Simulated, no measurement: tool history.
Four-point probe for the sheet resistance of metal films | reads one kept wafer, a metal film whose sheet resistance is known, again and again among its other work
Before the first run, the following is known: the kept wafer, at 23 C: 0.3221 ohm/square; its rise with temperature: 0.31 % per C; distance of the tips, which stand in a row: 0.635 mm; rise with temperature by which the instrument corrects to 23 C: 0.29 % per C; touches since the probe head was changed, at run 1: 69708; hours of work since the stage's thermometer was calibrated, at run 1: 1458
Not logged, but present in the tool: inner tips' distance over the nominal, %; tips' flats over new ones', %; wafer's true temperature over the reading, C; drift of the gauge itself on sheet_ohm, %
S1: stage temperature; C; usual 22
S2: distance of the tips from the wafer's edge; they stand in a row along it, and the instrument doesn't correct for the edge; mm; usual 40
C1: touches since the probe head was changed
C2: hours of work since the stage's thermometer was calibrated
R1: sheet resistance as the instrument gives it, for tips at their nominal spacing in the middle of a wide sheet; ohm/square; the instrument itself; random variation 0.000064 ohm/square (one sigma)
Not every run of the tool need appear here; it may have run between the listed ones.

run 1 hour=0.0 | S1=22 S2=40 | C1=69708 C2=1458 | R1=0.325720
run 2 hour=48.9 | S1=22 S2=40 | C1=71338 C2=1492 | R1=0.325767
run 3 hour=78.9 | S1=22 S2=28 | C1=72341 C2=1513 | R1=0.325908
run 4 hour=107.9 | S1=23 S2=40 | C1=73307 C2=1534 | R1=0.326098
run 5 hour=137.8 | S1=22 S2=40 | C1=74307 C2=1554 | R1=0.325891
run 6 hour=169.7 | S1=18 S2=40 | C1=75370 C2=1577 | R1=0.325955
run 7 hour=224.0 | S1=22 S2=6 | C1=77184 C2=1615 | R1=0.328025
run 8 hour=261.6 | S1=22 S2=6 | C1=78439 C2=1641 | R1=0.328169
run 9 hour=311.9 | S1=22 S2=6 | C1=80115 C2=1676 | R1=0.328094
run 10 hour=370.8 | S1=19 S2=40 | C1=82083 C2=1717 | R1=0.326127
run 11 hour=416.1 | S1=19 S2=40 | C1=83593 C2=1749 | R1=0.326181
run 12 hour=467.8 | S1=19 S2=40 | C1=85319 C2=1785 | R1=0.326372
run 13 hour=528.4 | S1=27 S2=10 | C1=87340 C2=1827 | R1=0.327715
run 14 hour=586.7 | S1=19 S2=19 | C1=89285 C2=1868 | R1=0.326660
run 15 hour=639.2 | S1=34 S2=43 | C1=91038 C2=1904 | R1=0.327937
run 16 hour=673.0 | S1=34 S2=43 | C1=92164 C2=1928 | R1=0.327871
run 17 hour=707.5 | S1=23 S2=22 | C1=93318 C2=1952 | R1=0.327020
run 18 hour=733.7 | S1=32 S2=22 | C1=94190 C2=1970 | R1=0.327925
run 19 hour=794.0 | S1=32 S2=22 | C1=96201 C2=2012 | R1=0.327969
run 20 hour=833.3 | S1=29 S2=3 | C1=97514 C2=2040 | R1=0.335484

Consider 5 possible next runs. They are alternatives, not a sequence: every one starts from the tool as it was left by run 20. What does each give?
run A hour=866.3 | S1=26 S2=49 | C1=98616 C2=2063 | R1=?
run B hour=866.3 | S1=33 S2=43 | C1=98616 C2=2063 | R1=?
run C hour=866.3 | S1=25 S2=40 | C1=98616 C2=2063 | R1=?
run D hour=866.3 | S1=25 S2=7 | C1=98616 C2=2063 | R1=?
run E hour=866.3 | S1=19 S2=3 | C1=98616 C2=2063 | R1=?

run=A R1=0.327476
run=B R1=0.328072
run=C R1=0.327341
run=D R1=0.328950
run=E R1=0.334641
With no hidden state in the tool, these same runs would have given:
run=A R1=0.322303
run=B R1=0.322897
run=C R1=0.322168
run=D R1=0.323753
run=E R1=0.329354
